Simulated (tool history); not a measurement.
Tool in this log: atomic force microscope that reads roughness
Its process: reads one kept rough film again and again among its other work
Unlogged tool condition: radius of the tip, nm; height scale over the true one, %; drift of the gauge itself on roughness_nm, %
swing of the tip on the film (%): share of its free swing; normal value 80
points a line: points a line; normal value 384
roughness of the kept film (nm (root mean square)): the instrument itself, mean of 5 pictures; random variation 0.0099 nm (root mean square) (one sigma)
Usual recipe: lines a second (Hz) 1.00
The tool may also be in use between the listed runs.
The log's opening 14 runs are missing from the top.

| run | hour | lines a second (Hz) | swing of the tip on the film (%) | points a line | pictures with this tip | hours of work since the height scale was calibrated | roughness of the kept film (nm (root mean square)) |
|---|---|---|---|---|---|---|---|
| 15 | 113.6 | 0.71 | 80 | 384 | 38 | 134 | 1.931 |
| 16 | 123.1 | 0.71 | 80 | 384 | 51 | 140 | 1.864 |
| 17 | 132.2 | 0.71 | 80 | 356 | 65 | 146 | 1.756 |
| 18 | 141.1 | 0.71 | 80 | 356 | 77 | 151 | 1.699 |
| 19 | 148.1 | 0.71 | 80 | 356 | 87 | 156 | 1.621 |
| 20 | 153.9 | 0.71 | 80 | 356 | 96 | 159 | 1.591 |
| 21 | 161.7 | 0.91 | 80 | 497 | 107 | 164 | 1.548 |
| 22 | 169.6 | 1.23 | 80 | 349 | 118 | 169 | 1.459 |
| 23 | 176.2 | 1.59 | 80 | 401 | 128 | 173 | 1.394 |
| 24 | 183.4 | 1.59 | 80 | 401 | 138 | 178 | 1.358 |
| 25 | 195.6 | 1.00 | 80 | 369 | 156 | 186 | 1.318 |
| 26 | 202.4 | 0.56 | 81 | 384 | 166 | 190 | 1.313 |
| 27 | 211.6 | 0.56 | 81 | 384 | 179 | 196 | 1.269 |
|  | 215.3 | new tip fitted |
| 28 | 224.0 | 0.56 | 60 | 321 | 12 | 203 | 2.207 |
| 29 | 229.4 | 0.56 | 60 | 321 | 20 | 207 | 2.127 |
| 30 | 239.4 | 0.56 | 74 | 321 | 34 | 213 | 2.010 |
| 31 | 250.4 | 0.56 | 74 | 321 | 50 | 220 | 1.893 |
| 32 | 259.3 | 0.56 | 74 | 321 | 63 | 226 | 1.791 |

What does the tool deliver on the next run?
| 33 | 269.8 | 0.80 | 86 | 706 | 78 | 232 | ? |

{"run 33": {"roughness of the kept film (nm (root mean square))": 1.691}}
Take away the tool's hidden state, keep the run-to-run variation as it was, and the same run would have given roughness of the kept film (nm (root mean square)) 2.264.
